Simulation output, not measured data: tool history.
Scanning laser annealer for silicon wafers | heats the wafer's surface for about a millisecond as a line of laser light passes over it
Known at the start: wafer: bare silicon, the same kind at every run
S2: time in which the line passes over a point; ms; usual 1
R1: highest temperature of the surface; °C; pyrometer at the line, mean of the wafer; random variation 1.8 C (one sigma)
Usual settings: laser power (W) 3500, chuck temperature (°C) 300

Run 1, hour 0: usual settings. Result: R1 1034 °C.
Run 2, hour 18.5: usual settings. Result: R1 1026 °C.
Run 3, hour 36.2: usual settings. Result: R1 1028 °C.
Run 4, hour 50.9: usual settings. Result: R1 1029 °C.
Run 5, hour 75.5: usual settings but chuck temperature (°C) 283. Result: R1 1013 °C.
Run 6, hour 95.4: usual settings but chuck temperature (°C) 283. Result: R1 1014 °C.
Run 7, hour 113.3: usual settings but laser power (W) 3537, S2 0.82 ms, chuck temperature (°C) 283. Result: R1 939 °C.
Run 8, hour 139.3: usual settings but laser power (W) 3534, S2 1.13 ms, chuck temperature (°C) 328. Result: R1 1120 °C.
Run 9, hour 159.1: usual settings but laser power (W) 3534, S2 1.13 ms, chuck temperature (°C) 328. Result: R1 1119 °C.
Run 10, hour 171.4: usual settings but laser power (W) 3534, S2 1.13 ms, chuck temperature (°C) 328. Result: R1 1122 °C.
Run 11, hour 183.4: usual settings but laser power (W) 3534, S2 0.72 ms, chuck temperature (°C) 292. Result: R1 898 °C.
Run 12, hour 197: usual settings but laser power (W) 3534, S2 1.22 ms, chuck temperature (°C) 289. Result: R1 1114 °C.

Forecast each of these 3 alternatives for the next run:
Run A, hour 212.9: usual settings but laser power (W) 3003, chuck temperature (°C) 270. Result: R1 ?.
Run B, hour 212.9: usual settings but laser power (W) 3352, S2 0.98 ms, chuck temperature (°C) 303. Result: R1 ?.
Run C, hour 212.9: usual settings but laser power (W) 3708, S2 1.22 ms, chuck temperature (°C) 289. Result: R1 ?.

run    R1
  A   901
  B   994
  C  1155
Without the tool's hidden state the same runs would have given:
run    R1
  A   902
  B   994
  C  1155

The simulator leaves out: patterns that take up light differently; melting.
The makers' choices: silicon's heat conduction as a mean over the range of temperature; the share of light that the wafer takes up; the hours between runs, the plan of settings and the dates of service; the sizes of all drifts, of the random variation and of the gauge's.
